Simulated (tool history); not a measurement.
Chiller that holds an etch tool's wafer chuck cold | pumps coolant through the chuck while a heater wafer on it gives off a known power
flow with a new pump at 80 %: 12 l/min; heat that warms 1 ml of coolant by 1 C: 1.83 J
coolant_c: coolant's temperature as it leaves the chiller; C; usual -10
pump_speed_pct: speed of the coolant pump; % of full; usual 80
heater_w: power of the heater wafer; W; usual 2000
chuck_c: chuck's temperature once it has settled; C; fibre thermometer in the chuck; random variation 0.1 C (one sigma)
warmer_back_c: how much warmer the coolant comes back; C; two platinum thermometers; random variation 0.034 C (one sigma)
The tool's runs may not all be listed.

run 1 hour=0 | coolant_c=-10 pump_speed_pct=80 heater_w=2000 | chuck_c=3.9 warmer_back_c=5.42
run 2 hour=23.1 | coolant_c=-10 pump_speed_pct=80 heater_w=2000 | chuck_c=4 warmer_back_c=5.5
run 3 hour=40.1 | coolant_c=-10 pump_speed_pct=80 heater_w=2000 | chuck_c=3.9 warmer_back_c=5.51
run 4 hour=67.3 | coolant_c=-10 pump_speed_pct=80 heater_w=2000 | chuck_c=3.7 warmer_back_c=5.47
run 5 hour=88.2 | coolant_c=-10 pump_speed_pct=80 heater_w=2000 | chuck_c=3.9 warmer_back_c=5.45
run 6 hour=110.8 | coolant_c=-10 pump_speed_pct=80 heater_w=2000 | chuck_c=3.8 warmer_back_c=5.53
run 7 hour=132.8 | coolant_c=-10 pump_speed_pct=80 heater_w=2000 | chuck_c=4.1 warmer_back_c=5.45
run 8 hour=153.9 | coolant_c=-5 pump_speed_pct=80 heater_w=2000 | chuck_c=8.9 warmer_back_c=5.51
run 9 hour=174.1 | coolant_c=-5 pump_speed_pct=80 heater_w=2000 | chuck_c=8.9 warmer_back_c=5.48
run 10 hour=202.1 | coolant_c=-5 pump_speed_pct=80 heater_w=2000 | chuck_c=9.1 warmer_back_c=5.46
run 11 hour=223.8 | coolant_c=-10 pump_speed_pct=80 heater_w=2000 | chuck_c=4 warmer_back_c=5.57
run 12 hour=245.9 | coolant_c=-10 pump_speed_pct=80 heater_w=2000 | chuck_c=4 warmer_back_c=5.51
run 13 hour=269.6 | coolant_c=-10 pump_speed_pct=80 heater_w=2000 | chuck_c=3.8 warmer_back_c=5.47
run 14 hour=293.1 | coolant_c=-2 pump_speed_pct=80 heater_w=2000 | chuck_c=12 warmer_back_c=5.47
run 15 hour=316 | coolant_c=-3 pump_speed_pct=80 heater_w=2000 | chuck_c=11.1 warmer_back_c=5.55
run 16 hour=344.2 | coolant_c=-3 pump_speed_pct=80 heater_w=2000 | chuck_c=11.1 warmer_back_c=5.47
run 17 hour=371.6 | coolant_c=-10 pump_speed_pct=80 heater_w=2000 | chuck_c=3.9 warmer_back_c=5.59
run 18 hour=394.9 | coolant_c=-10 pump_speed_pct=77 heater_w=1625 | chuck_c=1.9 warmer_back_c=4.66
run 19 hour=411.6 | coolant_c=-10 pump_speed_pct=77 heater_w=1625 | chuck_c=1.6 warmer_back_c=4.66
run 20 hour=431.8 | coolant_c=-10 pump_speed_pct=97 heater_w=1625 | chuck_c=0.2 warmer_back_c=3.69
run 21 hour=462 | coolant_c=-10 pump_speed_pct=99 heater_w=1077 | chuck_c=-3.4 warmer_back_c=2.4
run 22 hour=492.1 | coolant_c=-10 pump_speed_pct=99 heater_w=1077 | chuck_c=-3.2 warmer_back_c=2.4
run 23 hour=520.3 | coolant_c=-10 pump_speed_pct=99 heater_w=1077 | chuck_c=-3.3 warmer_back_c=2.39
run 24 hour=540.4 | coolant_c=-10 pump_speed_pct=99 heater_w=1077 | chuck_c=-3.1 warmer_back_c=2.4
run 25 hour=558.2 | coolant_c=-14 pump_speed_pct=99 heater_w=1077 | chuck_c=-7.1 warmer_back_c=2.43
run 26 hour=573.5 | coolant_c=-14 pump_speed_pct=99 heater_w=1077 | chuck_c=-7.2 warmer_back_c=2.43
run 27 hour=590.6 | coolant_c=-7 pump_speed_pct=72 heater_w=1046 | chuck_c=1 warmer_back_c=3.15
run 28 hour=612.5 | coolant_c=-20 pump_speed_pct=76 heater_w=2671 | chuck_c=-0.7 warmer_back_c=7.85
run 29 hour=638.8 | coolant_c=-6 pump_speed_pct=75 heater_w=2671 | chuck_c=13.6 warmer_back_c=7.91
run 30 hour=658.7 | coolant_c=-6 pump_speed_pct=75 heater_w=2671 | chuck_c=13.4 warmer_back_c=7.9
run 31 hour=677.8 | coolant_c=-11 pump_speed_pct=67 heater_w=1109 | chuck_c=-2.3 warmer_back_c=3.63
run 32 hour=692.4 | coolant_c=-8 pump_speed_pct=63 heater_w=2000 | chuck_c=8.4 warmer_back_c=7.02
run 33 hour=714.9 | coolant_c=-20 pump_speed_pct=63 heater_w=2101 | chuck_c=-2.8 warmer_back_c=7.27

Forecast each of these 3 alternatives for the next run:
run A hour=741.1 | coolant_c=-20 pump_speed_pct=74 heater_w=2101 | chuck_c=? warmer_back_c=?
run B hour=741.1 | coolant_c=-16 pump_speed_pct=84 heater_w=2834 | chuck_c=? warmer_back_c=?
run C hour=741.1 | coolant_c=-11 pump_speed_pct=88 heater_w=1892 | chuck_c=? warmer_back_c=?

run=A chuck_c=-4.5 warmer_back_c=6.24
run=B chuck_c=3.3 warmer_back_c=7.48
run=C chuck_c=1.7 warmer_back_c=4.71
Without the tool's hidden state the same runs would have given:
run=A chuck_c=-5.6 warmer_back_c=6.14
run=B chuck_c=2 warmer_back_c=7.36
run=C chuck_c=0.8 warmer_back_c=4.64
